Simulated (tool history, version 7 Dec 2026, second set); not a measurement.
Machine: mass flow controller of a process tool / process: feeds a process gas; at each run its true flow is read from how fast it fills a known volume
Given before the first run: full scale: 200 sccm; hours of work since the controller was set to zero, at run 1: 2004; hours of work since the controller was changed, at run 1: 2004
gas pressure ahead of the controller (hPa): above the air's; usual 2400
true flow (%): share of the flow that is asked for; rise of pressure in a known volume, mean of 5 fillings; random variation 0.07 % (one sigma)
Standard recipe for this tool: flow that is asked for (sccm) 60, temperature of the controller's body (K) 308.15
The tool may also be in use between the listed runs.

run    hour  flow that is asked for (sccm)  gas pressure ahead of the controller (hPa)  temperature of the controller's body (K)  hours of work since the controller was set to zero  hours of work since the controller was changed  true flow (%)
  1       0                             60                                        2400                                    308.15                                                2004                                            2004          98.87
  2   199.8                             60                                        2400                                    308.15                                                2071                                            2071          98.96
  3   301.5                             60                                        2400                                    308.15                                                2104                                            2104          98.98
  4   519.9                             60                                        2400                                    308.15                                                2177                                            2177          99.38
  5   650.9                             60                                        2400                                    308.15                                                2221                                            2221          99.43
  6   767.3                             60                                        2400                                    308.15                                                2260                                            2260          99.45
  7   893.2                             60                                        2400                                    308.15                                                2302                                            2302          99.77
  8  1078.8                            103                                        2400                                    308.15                                                2364                                            2364         100.16
  9  1249.2                             60                                        2400                                    308.15                                                2421                                            2421         100.02
 10    1424                             60                                        2400                                    308.15                                                2479                                            2479         100.32
 11  1515.3                             60                                        2400                                    308.15                                                2509                                            2509         100.37
 12  1697.1                             60                                        2400                                    308.15                                                2570                                            2570         100.57
 13  1885.8                             60                                        2400                                    308.15                                                2633                                            2633         100.69
 14  1994.7                             60                                        2400                                    293.15                                                2669                                            2669         101.73
 15  2147.5                             60                                        1910                                    308.15                                                2720                                            2720         100.82
 16  2281.6                             60                                        1910                                    308.15                                                2765                                            2765         100.97
 17  2399.7                             60                                        1910                                    297.15                                                2805                                            2805         101.68
     2581.4  -- gauge calibrated
 18  2581.5                             60                                        1820                                    308.15                                                2865                                            2865          98.57
 19  2680.3                             60                                        2400                                    308.15                                                2898                                            2898           98.9
 20  2816.9                            191                                        2400                                    308.15                                                2944                                            2944          99.83
 21  2907.5                             60                                        2400                                    302.15                                                2974                                            2974          99.58
 22  3065.1                             60                                        2400                                    298.15                                                3027                                            3027          99.79
 23    3156                             60                                        2400                                    298.15                                                3057                                            3057          99.84
 24  3320.2                             60                                        2400                                    305.15                                                3112                                            3112          99.94
 25    3463                            106                                        2400                                    302.15                                                3159                                            3159         100.35
 26  3635.5                            106                                        2400                                    302.15                                                3217                                            3217         100.57
 27    3781                            106                                        2400                                    302.15                                                3265                                            3265         100.76
 28  3879.7                            106                                        2400                                    307.15                                                3298                                            3298         100.57
 29  4093.3                            106                                        2400                                    307.15                                                3370                                            3370         100.72
 30  4271.2                            106                                        2400                                    307.15                                                3429                                            3429         100.82
 31  4464.4                            106                                        2400                                    307.15                                                3493                                            3493         101.08
 32  4670.9                            112                                        2780                                    308.15                                                3562                                            3562         101.34
 33  4778.1                             60                                        1480                                    308.15                                                3598                                            3598         100.89
 34  4993.1                             99                                        2400                                    308.15                                                3670                                            3670         101.54
 35  5150.6                             99                                        2400                                    308.15                                                3722                                            3722          101.8
     5164.2  -- gauge calibrated
 36  5282.1                             99                                        2400                                    308.15                                                3766                                            3766           99.2
 37  5400.3                             99                                        2400                                    308.15                                                3806                                            3806          99.27
 38  5533.8                             23                                        1810                                    312.15                                                3850                                            3850          98.64
 39  5687.4                             41                                        1770                                    302.15                                                3901                                            3901          99.41
 40  5887.2                            168                                        1770                                    297.15                                                3968                                            3968         100.57
 41  5983.8                            194                                        2170                                    296.15                                                4000                                            4000         101.14
 42  6141.8                             31                                        1650                                    305.15                                                4053                                            4053          99.59
 43  6364.1                            162                                        1650                                    305.15                                                4127                                            4127         100.53
 44  6579.9                            179                                        2400                                    303.15                                                4199                                            4199         101.36
 45  6716.6                            179                                        2400                                    297.15                                                4245                                            4245         101.82
 46  6859.6                            179                                        2400                                    297.15                                                4293                                            4293          101.9
 47  7009.4                             84                                        2210                                    308.15                                                4343                                            4343         100.79

Forecast each of these 4 alternatives for the next run:
  A  7201.3                             60                                        1590                                    310.15                                                4407                                            4407              ?
  B  7201.3                            112                                        2210                                    308.15                                                4407                                            4407              ?
  C  7201.3                             60                                        1780                                    298.15                                                4407                                            4407              ?
  D  7201.3                             84                                        2780                                    308.15                                                4407                                            4407              ?

run  true flow (%)
  A         100.54
  B         101.18
  C          101.4
  D         101.25
Take away the tool's hidden state, keep each run's random variation, and the runs would have read:
run  true flow (%)
  A           98.4
  B          99.02
  C          99.24
  D          99.09
